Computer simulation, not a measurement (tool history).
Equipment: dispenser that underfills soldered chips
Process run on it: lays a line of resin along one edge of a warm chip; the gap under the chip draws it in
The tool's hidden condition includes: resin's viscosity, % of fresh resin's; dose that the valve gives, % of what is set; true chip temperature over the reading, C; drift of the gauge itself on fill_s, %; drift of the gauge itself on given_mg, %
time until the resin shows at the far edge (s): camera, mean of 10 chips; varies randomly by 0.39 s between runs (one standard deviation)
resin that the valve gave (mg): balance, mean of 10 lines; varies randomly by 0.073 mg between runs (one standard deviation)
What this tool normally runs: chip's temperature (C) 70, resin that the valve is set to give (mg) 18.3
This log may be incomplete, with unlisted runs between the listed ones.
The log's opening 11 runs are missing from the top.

| run | day | chip's temperature (C) | resin that the valve is set to give (mg) | hours of work since the syringe was changed | hours of work since the valve was cleaned | hours of work since the stage was calibrated | time until the resin shows at the far edge (s) | resin that the valve gave (mg) |
|---|---|---|---|---|---|---|---|---|
|  | 4.1 | dispensing valve cleaned and set on the balance |
|  | 4.221 | new syringe of resin |
| 12 | 4.221 | 70 | 17 | 0 | 2 | 300 | 23.1 | 17.05 |
| 13 | 4.7 | 70 | 15.9 | 7 | 8 | 307 | 37.6 | 15.84 |
|  | 4.775 | new syringe of resin |
| 14 | 5.058 | 61 | 18.3 | 4 | 13 | 312 | 42.9 | 18.03 |
|  | 5.329 | new syringe of resin |
| 15 | 5.425 | 61 | 18.3 | 1 | 19 | 317 | 35.5 | 18.03 |
| 16 | 5.679 | 61 | 16.5 | 5 | 22 | 321 | 47 | 16.15 |
|  | 5.888 | new syringe of resin |
| 17 | 6.1 | 61 | 16.5 | 3 | 28 | 327 | 42 | 15.91 |
| 18 | 6.388 | 58 | 18.3 | 7 | 32 | 331 | 60.9 | 17.66 |
|  | 6.462 | new syringe of resin |
| 19 | 6.596 | 70 | 15.7 | 2 | 35 | 334 | 27.4 | 15.16 |
| 20 | 6.979 | 77 | 20.8 | 7 | 41 | 339 | 28.4 | 20.1 |
|  | 7.033 | new syringe of resin |
| 21 | 7.183 | 57 | 22.9 | 2 | 43 | 342 | 44 | 22.04 |
| 22 | 7.488 | 57 | 18.4 | 7 | 48 | 346 | 60.2 | 17.59 |
|  | 7.588 | new syringe of resin |
|  | 7.692 | dispensing valve cleaned and set on the balance |
| 23 | 7.754 | 57 | 23.7 | 2 | 1 | 350 | 41.4 | 23.64 |
|  | 8.175 | new syringe of resin |
| 24 | 8.208 | 71 | 18 | 1 | 7 | 356 | 22.2 | 17.71 |
| 25 | 8.479 | 76 | 17 | 4 | 11 | 360 | 25.6 | 16.72 |
|  | 8.729 | new syringe of resin |
| 26 | 8.838 | 67 | 19.1 | 2 | 16 | 365 | 28.1 | 18.63 |
| 27 | 9.212 | 81 | 16.8 | 7 | 22 | 370 | 24.8 | 16.49 |
|  | 9.279 | new syringe of resin |
| 28 | 9.542 | 58 | 22.5 | 4 | 26 | 375 | 47.2 | 21.76 |
| 29 | 9.792 | 61 | 23.3 | 7 | 30 | 378 | 53.2 | 22.49 |

Estimate the outcome of run 30 from the log above:
|  | 9.825 | new syringe of resin |
| 30 | 10.029 | 76 | 23.3 | 3 | 33 | 382 | ? | ? |

For run 30 the tool returned time until the resin shows at the far edge (s) 21.9, resin that the valve gave (mg) 22.24.
On a tool with no hidden condition, and with the same random variation, this run would have come out at time until the resin shows at the far edge (s) 19.2, resin that the valve gave (mg) 23.13.
